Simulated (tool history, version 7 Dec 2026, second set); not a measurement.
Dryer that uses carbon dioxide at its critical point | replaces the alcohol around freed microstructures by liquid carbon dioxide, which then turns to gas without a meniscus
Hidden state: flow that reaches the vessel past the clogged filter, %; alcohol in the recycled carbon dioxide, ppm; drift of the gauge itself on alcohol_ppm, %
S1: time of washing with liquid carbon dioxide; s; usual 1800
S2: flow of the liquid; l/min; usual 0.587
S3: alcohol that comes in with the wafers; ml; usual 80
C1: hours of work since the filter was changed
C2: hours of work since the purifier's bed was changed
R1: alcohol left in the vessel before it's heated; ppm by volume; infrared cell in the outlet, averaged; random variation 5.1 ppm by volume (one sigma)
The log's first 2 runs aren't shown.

run	day	S1	S2	S3	C1	C2	R1
3	0.75	1800	0.587	80	14	354	200
4	1.288	1800	0.587	80	24	364	196
5	1.642	1800	0.587	74	31	371	195
6	1.979	1800	0.587	80	38	377	212
7	2.608	2160	0.587	80	49	389	162
8	3.104	1800	0.587	41	59	399	187
9	3.925	1800	0.89	41	74	414	154
10	4.742	1800	0.89	41	89	429	151
11	5.271	1800	0.386	80	99	439	848
12	5.862	1800	0.386	80	110	450	877
13	6.333	1800	0.977	80	119	459	172
14	7.129	1320	0.587	80	134	474	645
15	7.646	1320	0.587	80	144	484	635
16	8.196	1800	0.587	80	154	494	281
17	8.825	1800	0.587	80	166	506	284
18	9.546	1800	0.587	80	180	520	280
19	10.008	1140	0.486	37	188	528	1051
20	10.562	1140	0.486	37	199	539	1047
21	10.908	2220	0.355	32	205	545	396
22	11.633	2220	0.355	32	219	559	396
23	12.308	2460	0.751	35	232	571	205
24	12.75	2100	0.942	43	240	580	210
25	13.279	2100	0.942	43	250	590	210
26	13.679	1800	0.942	43	257	597	214
27	14.392	1800	0.485	79	271	611	599

Forecast run 28:
28	15.108	1500	0.646	30	284	624	?

{"run 28": {"R1": 296}}
Without the tool's hidden state the same run would have given R1 38 ppm by volume.
